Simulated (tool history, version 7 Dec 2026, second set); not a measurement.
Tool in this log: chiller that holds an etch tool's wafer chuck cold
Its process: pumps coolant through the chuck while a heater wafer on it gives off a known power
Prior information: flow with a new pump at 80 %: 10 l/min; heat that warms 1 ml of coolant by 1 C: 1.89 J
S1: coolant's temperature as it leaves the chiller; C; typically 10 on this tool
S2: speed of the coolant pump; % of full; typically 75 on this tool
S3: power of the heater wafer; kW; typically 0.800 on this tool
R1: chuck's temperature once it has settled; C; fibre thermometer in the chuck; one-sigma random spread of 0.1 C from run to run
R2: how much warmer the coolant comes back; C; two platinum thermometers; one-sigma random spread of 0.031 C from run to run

run 1 day=0.000 | S1=10 S2=75 S3=0.800 | R1=15.6 R2=2.67
run 2 day=1.233 | S1=10 S2=75 S3=0.954 | R1=16.7 R2=3.20
run 3 day=2.596 | S1=10 S2=75 S3=0.954 | R1=16.7 R2=3.27
run 4 day=5.025 | S1=10 S2=75 S3=0.954 | R1=16.6 R2=3.20
run 5 day=6.317 | S1=10 S2=75 S3=0.954 | R1=16.7 R2=3.19
run 6 day=8.550 | S1=10 S2=75 S3=0.954 | R1=16.6 R2=3.24
run 7 day=9.612 | S1=12 S2=75 S3=0.800 | R1=17.5 R2=2.73
run 8 day=10.729 | S1=12 S2=75 S3=0.800 | R1=17.6 R2=2.69
run 9 day=11.883 | S1=12 S2=75 S3=0.800 | R1=17.6 R2=2.70
run 10 day=13.379 | S1=14 S2=67 S3=0.527 | R1=18.0 R2=1.97
run 11 day=14.750 | S1=14 S2=75 S3=0.800 | R1=19.9 R2=2.75
run 12 day=16.617 | S1=14 S2=75 S3=0.800 | R1=19.7 R2=2.63
run 13 day=19.204 | S1=11 S2=92 S3=0.965 | R1=16.9 R2=2.65
run 14 day=21.504 | S1=19 S2=63 S3=0.588 | R1=23.7 R2=2.38

Forecast run 15:
run 15 day=24.029 | S1=10 S2=72 S3=0.402 | R1=? R2=?

Logged for run 15: R1 13.0 C, R2 1.42 C.
Were there no unlogged condition in the tool, this run, its random variation unchanged, would have produced R1 13.0 C, R2 1.42 C.

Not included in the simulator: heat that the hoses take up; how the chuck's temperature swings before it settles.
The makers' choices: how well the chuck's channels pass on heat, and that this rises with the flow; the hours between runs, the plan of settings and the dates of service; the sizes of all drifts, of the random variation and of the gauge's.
